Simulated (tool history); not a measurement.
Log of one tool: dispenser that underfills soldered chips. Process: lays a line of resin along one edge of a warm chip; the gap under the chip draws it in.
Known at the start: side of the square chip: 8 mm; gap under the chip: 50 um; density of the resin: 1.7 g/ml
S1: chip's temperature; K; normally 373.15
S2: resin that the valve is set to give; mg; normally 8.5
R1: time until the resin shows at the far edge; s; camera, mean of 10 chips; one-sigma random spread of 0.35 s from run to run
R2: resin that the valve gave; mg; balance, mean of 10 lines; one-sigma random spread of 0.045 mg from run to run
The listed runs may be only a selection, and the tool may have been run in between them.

| run | hour | S1 | S2 | R1 | R2 |
|---|---|---|---|---|---|
| 1 | 0 | 373.15 | 8.5 | 18.9 | 8.34 |
| 2 | 5.8 | 373.15 | 7.68 | 23.4 | 7.42 |
|  | 8.6 | new syringe of resin |
| 3 | 12.7 | 373.15 | 7.68 | 21.8 | 7.38 |
|  | 17.2 | new syringe of resin |
| 4 | 17.3 | 367.15 | 8.5 | 22.8 | 8.16 |
| 5 | 24.2 | 367.15 | 8.5 | 29.7 | 8.14 |
|  | 26.1 | new syringe of resin |
| 6 | 29.3 | 367.15 | 8.5 | 24.8 | 8.09 |
| 7 | 33.5 | 367.15 | 8.5 | 29.4 | 8.09 |
|  | 34.9 | new syringe of resin |
| 8 | 40.7 | 373.15 | 8.5 | 23.2 | 8.03 |
|  | 43.9 | new syringe of resin |
| 9 | 46.6 | 373.15 | 8.5 | 20.5 | 8 |
| 10 | 52.1 | 373.15 | 8.5 | 24.7 | 7.98 |
|  | 52.8 | new syringe of resin |
| 11 | 56.3 | 369.15 | 8.5 | 24.7 | 7.98 |
| 12 | 59.9 | 369.15 | 8.5 | 28 | 8.02 |
|  | 61.8 | new syringe of resin |
| 13 | 65.1 | 362.15 | 9.72 | 30.7 | 9.19 |
| 14 | 69.2 | 386.15 | 7.34 | 16.6 | 6.87 |
|  | 70.6 | new syringe of resin |
|  | 74.9 | dispensing valve cleaned and set on the balance |
| 15 | 77.5 | 386.15 | 7.34 | 16 | 7.27 |
|  | 80.5 | new syringe of resin |
| 16 | 83.1 | 387.15 | 10.18 | 12.7 | 10.14 |
| 17 | 87.8 | 366.15 | 8.42 | 31.2 | 8.4 |
|  | 89.4 | new syringe of resin |
| 18 | 92.6 | 384.15 | 8.19 | 15.2 | 8.13 |
|  | 98.2 | new syringe of resin |
| 19 | 99.3 | 377.15 | 7.88 | 17.3 | 7.8 |
| 20 | 105.4 | 377.15 | 7.88 | 21.9 | 7.7 |
|  | 107.2 | new syringe of resin |
| 21 | 112.3 | 371.15 | 10.15 | 24.5 | 9.98 |
|  | 116.1 | new syringe of resin |
| 22 | 117.8 | 374.15 | 7.53 | 19.6 | 7.34 |
| 23 | 122.4 | 384.15 | 10.29 | 15.7 | 10.06 |

Branching from run 23: 5 alternative next runs. What would each branch give?
|  | 125 | new syringe of resin |
| A | 129.2 | 381.15 | 8.96 | ? | ? |
|  | 125 | new syringe of resin |
| B | 129.2 | 372.15 | 8.5 | ? | ? |
|  | 125 | new syringe of resin |
| C | 129.2 | 385.15 | 11.01 | ? | ? |
|  | 125 | new syringe of resin |
| D | 129.2 | 372.15 | 10.85 | ? | ? |
|  | 125 | new syringe of resin |
| E | 129.2 | 373.15 | 8.46 | ? | ? |

| run | R1 | R2 |
|---|---|---|
| A | 16.5 | 8.62 |
| B | 22.7 | 8.26 |
| C | 14.1 | 10.61 |
| D | 22 | 10.43 |
| E | 21.7 | 8.16 |
Had the tool no hidden state, the same runs would have come out as:
| run | R1 | R2 |
|---|---|---|
| A | 13.8 | 8.92 |
| B | 18.9 | 8.54 |
| C | 11.7 | 10.97 |
| D | 18.4 | 10.79 |
| E | 18 | 8.44 |

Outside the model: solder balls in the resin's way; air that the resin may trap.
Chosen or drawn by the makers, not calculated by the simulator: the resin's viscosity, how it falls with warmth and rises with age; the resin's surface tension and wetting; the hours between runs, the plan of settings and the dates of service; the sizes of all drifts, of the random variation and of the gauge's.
